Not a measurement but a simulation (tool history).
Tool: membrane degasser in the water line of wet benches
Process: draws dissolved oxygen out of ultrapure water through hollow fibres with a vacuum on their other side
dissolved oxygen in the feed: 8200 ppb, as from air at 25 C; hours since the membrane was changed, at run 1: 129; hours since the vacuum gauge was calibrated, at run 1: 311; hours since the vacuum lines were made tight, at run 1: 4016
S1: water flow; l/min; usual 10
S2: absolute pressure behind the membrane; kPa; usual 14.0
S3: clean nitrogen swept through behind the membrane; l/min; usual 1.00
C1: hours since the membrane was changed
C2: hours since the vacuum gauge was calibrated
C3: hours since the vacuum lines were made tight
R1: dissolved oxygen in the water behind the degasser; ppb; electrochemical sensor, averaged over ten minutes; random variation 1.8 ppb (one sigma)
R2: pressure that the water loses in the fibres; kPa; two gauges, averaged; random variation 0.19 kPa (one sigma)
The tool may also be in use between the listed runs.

run 1 hour=0.0 | S1=10 S2=14.0 S3=1.00 | C1=129 C2=311 C3=4016 | R1=276.3 R2=39.59
run 2 hour=29.5 | S1=10 S2=14.0 S3=1.00 | C1=159 C2=340 C3=4045 | R1=278.7 R2=39.39
run 3 hour=50.8 | S1=10 S2=14.0 S3=1.00 | C1=180 C2=361 C3=4066 | R1=275.8 R2=39.19
run 4 hour=84.0 | S1=10 S2=14.0 S3=0.45 | C1=213 C2=395 C3=4100 | R1=525.7 R2=39.03
run 5 hour=121.4 | S1=10 S2=14.0 S3=0.45 | C1=251 C2=432 C3=4137 | R1=530.0 R2=38.95
run 6 hour=140.8 | S1=10 S2=14.0 S3=1.02 | C1=270 C2=451 C3=4156 | R1=272.0 R2=39.10
run 7 hour=169.0 | S1=10 S2=14.0 S3=1.02 | C1=298 C2=479 C3=4185 | R1=273.5 R2=39.39
run 8 hour=192.7 | S1=10 S2=14.0 S3=1.02 | C1=322 C2=503 C3=4208 | R1=271.0 R2=38.50
run 9 hour=228.9 | S1=10 S2=14.0 S3=1.02 | C1=358 C2=539 C3=4245 | R1=272.0 R2=39.18
run 10 hour=272.6 | S1=10 S2=14.0 S3=1.02 | C1=402 C2=583 C3=4288 | R1=268.0 R2=38.96
run 11 hour=313.0 | S1=10 S2=14.0 S3=1.02 | C1=442 C2=624 C3=4329 | R1=268.9 R2=39.06
run 12 hour=336.7 | S1=10 S2=14.0 S3=1.02 | C1=466 C2=647 C3=4352 | R1=271.6 R2=38.95
run 13 hour=355.0 | S1=8 S2=14.0 S3=1.00 | C1=484 C2=665 C3=4371 | R1=211.5 R2=31.11
run 14 hour=399.4 | S1=8 S2=14.0 S3=1.00 | C1=529 C2=710 C3=4415 | R1=210.7 R2=31.19
run 15 hour=428.4 | S1=8 S2=20.9 S3=1.00 | C1=558 C2=739 C3=4444 | R1=337.2 R2=30.87
run 16 hour=450.1 | S1=8 S2=20.9 S3=1.00 | C1=579 C2=761 C3=4466 | R1=337.5 R2=31.04
run 17 hour=470.4 | S1=7 S2=19.3 S3=0.40 | C1=600 C2=781 C3=4486 | R1=604.4 R2=26.86
run 18 hour=498.0 | S1=8 S2=20.2 S3=1.00 | C1=627 C2=809 C3=4514 | R1=322.7 R2=31.22
run 19 hour=517.8 | S1=6 S2=9.7 S3=1.00 | C1=647 C2=828 C3=4533 | R1=95.7 R2=23.09
run 20 hour=551.8 | S1=11 S2=19.2 S3=1.53 | C1=681 C2=862 C3=4567 | R1=311.1 R2=42.70
run 21 hour=578.6 | S1=11 S2=20.9 S3=1.18 | C1=708 C2=889 C3=4594 | R1=411.7 R2=42.41
run 22 hour=620.1 | S1=6 S2=29.8 S3=0.49 | C1=749 C2=931 C3=4636 | R1=701.8 R2=23.40
run 23 hour=649.2 | S1=14 S2=33.2 S3=1.78 | C1=779 C2=960 C3=4665 | R1=630.2 R2=53.42
run 24 hour=667.8 | S1=8 S2=20.0 S3=1.91 | C1=797 C2=978 C3=4684 | R1=180.1 R2=30.67
run 25 hour=696.7 | S1=11 S2=11.1 S3=1.00 | C1=826 C2=1007 C3=4712 | R1=238.4 R2=42.35
run 26 hour=732.5 | S1=11 S2=11.1 S3=1.00 | C1=862 C2=1043 C3=4748 | R1=238.4 R2=42.42
run 27 hour=774.6 | S1=10 S2=11.1 S3=1.27 | C1=904 C2=1085 C3=4790 | R1=174.4 R2=38.11
run 28 hour=805.5 | S1=10 S2=14.0 S3=1.16 | C1=935 C2=1116 C3=4821 | R1=243.1 R2=38.37
run 29 hour=832.8 | S1=10 S2=14.0 S3=1.16 | C1=962 C2=1143 C3=4848 | R1=245.8 R2=38.63
run 30 hour=866.0 | S1=7 S2=30.3 S3=2.87 | C1=995 C2=1177 C3=4882 | R1=165.0 R2=27.36
run 31 hour=909.5 | S1=7 S2=30.3 S3=2.87 | C1=1039 C2=1220 C3=4925 | R1=166.4 R2=26.95
run 32 hour=939.6 | S1=12 S2=29.1 S3=1.00 | C1=1069 C2=1250 C3=4955 | R1=723.1 R2=45.70

Forecast each of these 3 alternatives for the next run:
run A hour=980.1 | S1=14 S2=29.5 S3=2.36 | C1=1110 C2=1291 C3=4996 | R1=? R2=?
run B hour=980.1 | S1=8 S2=14.0 S3=1.00 | C1=1110 C2=1291 C3=4996 | R1=? R2=?
run C hour=980.1 | S1=9 S2=9.4 S3=0.76 | C1=1110 C2=1291 C3=4996 | R1=? R2=?

run=A R1=460.9 R2=53.79
run=B R1=211.9 R2=30.37
run=C R1=185.5 R2=34.40
Without the tool's hidden state the same runs would have given:
run=A R1=460.7 R2=54.89
run=B R1=211.8 R2=30.99
run=C R1=185.3 R2=35.10
